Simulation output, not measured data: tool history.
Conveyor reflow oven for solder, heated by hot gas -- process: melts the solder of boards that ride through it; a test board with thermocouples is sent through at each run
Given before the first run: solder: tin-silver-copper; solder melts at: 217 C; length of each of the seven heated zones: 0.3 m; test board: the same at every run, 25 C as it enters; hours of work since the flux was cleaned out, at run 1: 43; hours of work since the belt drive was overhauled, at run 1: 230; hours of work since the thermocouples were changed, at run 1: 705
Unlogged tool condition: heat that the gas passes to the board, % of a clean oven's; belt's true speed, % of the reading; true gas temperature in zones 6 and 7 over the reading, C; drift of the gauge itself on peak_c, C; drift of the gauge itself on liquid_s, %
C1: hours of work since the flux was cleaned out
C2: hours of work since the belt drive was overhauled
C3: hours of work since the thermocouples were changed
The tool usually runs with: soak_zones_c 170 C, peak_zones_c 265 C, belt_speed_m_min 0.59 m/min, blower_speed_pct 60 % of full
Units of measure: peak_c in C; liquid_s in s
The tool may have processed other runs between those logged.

{"run": 1, "day": 0.0, "soak_zones_c": 170, "peak_zones_c": 265, "belt_speed_m_min": 0.59, "blower_speed_pct": 60, "C1": 43, "C2": 230, "C3": 705, "peak_c": 248.9, "liquid_s": 43.56}
{"run": 2, "day": 0.7, "soak_zones_c": 170, "peak_zones_c": 265, "belt_speed_m_min": 0.59, "blower_speed_pct": 60, "C1": 49, "C2": 237, "C3": 712, "peak_c": 249, "liquid_s": 43.65}
{"run": 3, "day": 1.662, "soak_zones_c": 170, "peak_zones_c": 265, "belt_speed_m_min": 0.59, "blower_speed_pct": 60, "C1": 59, "C2": 246, "C3": 722, "peak_c": 248.9, "liquid_s": 43.43}
{"run": 4, "day": 2.596, "soak_zones_c": 170, "peak_zones_c": 265, "belt_speed_m_min": 0.59, "blower_speed_pct": 60, "C1": 68, "C2": 256, "C3": 731, "peak_c": 248.9, "liquid_s": 43.52}
{"run": 5, "day": 3.2, "soak_zones_c": 170, "peak_zones_c": 265, "belt_speed_m_min": 0.59, "blower_speed_pct": 60, "C1": 74, "C2": 262, "C3": 737, "peak_c": 249, "liquid_s": 43.64}
{"run": 6, "day": 3.842, "soak_zones_c": 170, "peak_zones_c": 265, "belt_speed_m_min": 0.59, "blower_speed_pct": 60, "C1": 81, "C2": 268, "C3": 743, "peak_c": 248.7, "liquid_s": 43.36}
{"run": 7, "day": 4.425, "soak_zones_c": 170, "peak_zones_c": 265, "belt_speed_m_min": 0.59, "blower_speed_pct": 60, "C1": 86, "C2": 274, "C3": 749, "peak_c": 248.8, "liquid_s": 43.45}
{"run": 8, "day": 5.096, "soak_zones_c": 170, "peak_zones_c": 265, "belt_speed_m_min": 0.59, "blower_speed_pct": 60, "C1": 93, "C2": 280, "C3": 756, "peak_c": 248.8, "liquid_s": 43.51}
{"run": 9, "day": 5.583, "soak_zones_c": 170, "peak_zones_c": 265, "belt_speed_m_min": 0.59, "blower_speed_pct": 55, "C1": 98, "C2": 285, "C3": 761, "peak_c": 247.3, "liquid_s": 42.39}
{"run": 10, "day": 6.021, "soak_zones_c": 170, "peak_zones_c": 265, "belt_speed_m_min": 0.59, "blower_speed_pct": 55, "C1": 102, "C2": 290, "C3": 765, "peak_c": 247.4, "liquid_s": 42.19}
{"run": 11, "day": 7.012, "soak_zones_c": 170, "peak_zones_c": 265, "belt_speed_m_min": 0.59, "blower_speed_pct": 55, "C1": 112, "C2": 299, "C3": 775, "peak_c": 247.2, "liquid_s": 42.27}
{"day": 7.221, "done": "belt drive overhauled, speed set with a stopwatch"}
{"run": 12, "day": 8.158, "soak_zones_c": 170, "peak_zones_c": 265, "belt_speed_m_min": 0.59, "blower_speed_pct": 60, "C1": 122, "C2": 9, "C3": 785, "peak_c": 248.4, "liquid_s": 43.37}
{"run": 13, "day": 8.842, "soak_zones_c": 170, "peak_zones_c": 265, "belt_speed_m_min": 0.59, "blower_speed_pct": 60, "C1": 128, "C2": 16, "C3": 791, "peak_c": 248.6, "liquid_s": 43.25}
{"run": 14, "day": 9.829, "soak_zones_c": 170, "peak_zones_c": 265, "belt_speed_m_min": 0.59, "blower_speed_pct": 60, "C1": 138, "C2": 26, "C3": 801, "peak_c": 248.7, "liquid_s": 43.27}
{"run": 15, "day": 10.35, "soak_zones_c": 170, "peak_zones_c": 265, "belt_speed_m_min": 0.589, "blower_speed_pct": 60, "C1": 143, "C2": 31, "C3": 806, "peak_c": 248.6, "liquid_s": 43.59}
{"run": 16, "day": 11.254, "soak_zones_c": 170, "peak_zones_c": 265, "belt_speed_m_min": 0.589, "blower_speed_pct": 60, "C1": 152, "C2": 40, "C3": 815, "peak_c": 248.4, "liquid_s": 43.28}
{"run": 17, "day": 12.029, "soak_zones_c": 170, "peak_zones_c": 265, "belt_speed_m_min": 0.589, "blower_speed_pct": 60, "C1": 160, "C2": 48, "C3": 823, "peak_c": 248.3, "liquid_s": 43.43}
{"day": 12.617, "done": "belt drive overhauled, speed set with a stopwatch, once more"}
{"run": 18, "day": 12.896, "soak_zones_c": 170, "peak_zones_c": 273, "belt_speed_m_min": 0.487, "blower_speed_pct": 60, "C1": 167, "C2": 3, "C3": 830, "peak_c": 260.4, "liquid_s": 60.9}
{"run": 19, "day": 13.733, "soak_zones_c": 170, "peak_zones_c": 273, "belt_speed_m_min": 0.487, "blower_speed_pct": 60, "C1": 175, "C2": 11, "C3": 838, "peak_c": 260.4, "liquid_s": 60.91}
{"run": 20, "day": 14.75, "soak_zones_c": 182, "peak_zones_c": 273, "belt_speed_m_min": 0.475, "blower_speed_pct": 60, "C1": 185, "C2": 21, "C3": 848, "peak_c": 262, "liquid_s": 66.88}
{"run": 21, "day": 15.646, "soak_zones_c": 170, "peak_zones_c": 271, "belt_speed_m_min": 0.55, "blower_speed_pct": 60, "C1": 194, "C2": 30, "C3": 857, "peak_c": 255.6, "liquid_s": 50.48}
{"run": 22, "day": 16.346, "soak_zones_c": 170, "peak_zones_c": 271, "belt_speed_m_min": 0.55, "blower_speed_pct": 60, "C1": 201, "C2": 37, "C3": 864, "peak_c": 255.3, "liquid_s": 50.58}
{"run": 23, "day": 17.096, "soak_zones_c": 179, "peak_zones_c": 254, "belt_speed_m_min": 0.59, "blower_speed_pct": 52, "C1": 209, "C2": 44, "C3": 871, "peak_c": 238.2, "liquid_s": 37.36}
{"run": 24, "day": 17.938, "soak_zones_c": 170, "peak_zones_c": 265, "belt_speed_m_min": 0.508, "blower_speed_pct": 66, "C1": 217, "C2": 53, "C3": 880, "peak_c": 252.5, "liquid_s": 54.13}
{"run": 25, "day": 18.933, "soak_zones_c": 181, "peak_zones_c": 278, "belt_speed_m_min": 0.59, "blower_speed_pct": 60, "C1": 227, "C2": 63, "C3": 890, "peak_c": 261.1, "liquid_s": 52.5}
{"run": 26, "day": 19.654, "soak_zones_c": 181, "peak_zones_c": 278, "belt_speed_m_min": 0.59, "blower_speed_pct": 60, "C1": 234, "C2": 70, "C3": 897, "peak_c": 261.1, "liquid_s": 52.46}
{"run": 27, "day": 20.362, "soak_zones_c": 182, "peak_zones_c": 258, "belt_speed_m_min": 0.59, "blower_speed_pct": 60, "C1": 241, "C2": 77, "C3": 904, "peak_c": 243.2, "liquid_s": 43.17}
{"run": 28, "day": 21.35, "soak_zones_c": 180, "peak_zones_c": 254, "belt_speed_m_min": 0.551, "blower_speed_pct": 56, "C1": 251, "C2": 87, "C3": 914, "peak_c": 240.2, "liquid_s": 43.68}
{"run": 29, "day": 21.854, "soak_zones_c": 180, "peak_zones_c": 254, "belt_speed_m_min": 0.551, "blower_speed_pct": 56, "C1": 256, "C2": 92, "C3": 919, "peak_c": 240.3, "liquid_s": 43.48}
{"run": 30, "day": 22.446, "soak_zones_c": 180, "peak_zones_c": 254, "belt_speed_m_min": 0.551, "blower_speed_pct": 56, "C1": 262, "C2": 97, "C3": 925, "peak_c": 240.1, "liquid_s": 43.45}

Each row is a separate what-if for the run after 30, all from the same tool condition, not one after another. Results?
{"run": "A", "day": 23.296, "soak_zones_c": 170, "peak_zones_c": 270, "belt_speed_m_min": 0.59, "blower_speed_pct": 59, "C1": 270, "C2": 106, "C3": 933, "peak_c": "?", "liquid_s": "?"}
{"run": "B", "day": 23.296, "soak_zones_c": 180, "peak_zones_c": 270, "belt_speed_m_min": 0.573, "blower_speed_pct": 56, "C1": 270, "C2": 106, "C3": 933, "peak_c": "?", "liquid_s": "?"}
{"run": "C", "day": 23.296, "soak_zones_c": 184, "peak_zones_c": 279, "belt_speed_m_min": 0.551, "blower_speed_pct": 65, "C1": 270, "C2": 106, "C3": 933, "peak_c": "?", "liquid_s": "?"}
{"run": "D", "day": 23.296, "soak_zones_c": 166, "peak_zones_c": 279, "belt_speed_m_min": 0.647, "blower_speed_pct": 56, "C1": 270, "C2": 106, "C3": 933, "peak_c": "?", "liquid_s": "?"}
{"run": "E", "day": 23.296, "soak_zones_c": 168, "peak_zones_c": 265, "belt_speed_m_min": 0.611, "blower_speed_pct": 60, "C1": 270, "C2": 106, "C3": 933, "peak_c": "?", "liquid_s": "?"}

run=A peak_c=251.4 liquid_s=44.55
run=B peak_c=252.9 liquid_s=50.07
run=C peak_c=265.1 liquid_s=59.11
run=D peak_c=254.7 liquid_s=40.56
run=E peak_c=246 liquid_s=38.94
With the hidden condition removed and each run's random variation left untouched, the same runs would have given:
run=A peak_c=255.6 liquid_s=46.93
run=B peak_c=257 liquid_s=52.21
run=C peak_c=269.2 liquid_s=60.6
run=D peak_c=259 liquid_s=42.75
run=E peak_c=250.2 liquid_s=41.7
